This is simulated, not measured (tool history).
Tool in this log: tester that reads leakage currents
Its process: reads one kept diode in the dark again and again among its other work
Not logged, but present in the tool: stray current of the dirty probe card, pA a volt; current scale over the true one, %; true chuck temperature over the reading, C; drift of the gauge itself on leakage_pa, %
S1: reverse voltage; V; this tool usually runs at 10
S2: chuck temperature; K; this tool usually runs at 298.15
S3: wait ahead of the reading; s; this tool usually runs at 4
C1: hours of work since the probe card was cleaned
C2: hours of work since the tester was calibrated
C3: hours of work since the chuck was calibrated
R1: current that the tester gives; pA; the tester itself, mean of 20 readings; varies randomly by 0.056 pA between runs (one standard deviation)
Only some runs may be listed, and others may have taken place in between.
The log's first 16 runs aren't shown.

run 17 day=17.867 | S1=10 S2=298.15 S3=0.74 | C1=392 C2=505 C3=1735 | R1=10.73
run 18 day=18.662 | S1=10 S2=298.15 S3=0.74 | C1=404 C2=517 C3=1747 | R1=10.68
run 19 day=19.421 | S1=10 S2=298.15 S3=4 | C1=416 C2=528 C3=1758 | R1=8.17
run 20 day=20.246 | S1=10 S2=298.15 S3=4 | C1=428 C2=541 C3=1771 | R1=8.03
run 21 day=21.25 | S1=10 S2=298.15 S3=4 | C1=443 C2=556 C3=1786 | R1=8.19
run 22 day=22.408 | S1=10 S2=319.15 S3=0.4 | C1=461 C2=573 C3=1803 | R1=43.18
run 23 day=23.333 | S1=2.6 S2=329.15 S3=4 | C1=474 C2=587 C3=1817 | R1=43.89
run 24 day=24.208 | S1=2.4 S2=322.15 S3=4 | C1=488 C2=600 C3=1831 | R1=26.19
run 25 day=25.1 | S1=2.4 S2=322.15 S3=4 | C1=501 C2=614 C3=1844 | R1=25.92
run 26 day=26.433 | S1=8.1 S2=304.15 S3=9.97 | C1=521 C2=634 C3=1864 | R1=11.47
run 27 day=27.675 | S1=4 S2=300.15 S3=2.44 | C1=540 C2=652 C3=1883 | R1=6.45
run 28 day=28.692 | S1=4 S2=300.15 S3=2.44 | C1=555 C2=668 C3=1898 | R1=6.48
run 29 day=30.079 | S1=1.6 S2=298.15 S3=4 | C1=576 C2=689 C3=1919 | R1=3.58
run 30 day=30.8 | S1=10 S2=328.15 S3=0.38 | C1=587 C2=700 C3=1930 | R1=76.23
run 31 day=32.088 | S1=10 S2=304.15 S3=1.24 | C1=606 C2=719 C3=1949 | R1=14.04
run 32 day=33.158 | S1=2.4 S2=295.15 S3=1.77 | C1=623 C2=735 C3=1965 | R1=3.56

Estimate the outcome of run 33 from the log above:
run 33 day=34.454 | S1=10 S2=295.15 S3=4 | C1=642 C2=755 C3=1985 | R1=?

For run 33 the tool returned R1 6.59 pA.
Were there no unlogged condition in the tool, this run, its random variation unchanged, would have produced R1 6.57 pA.
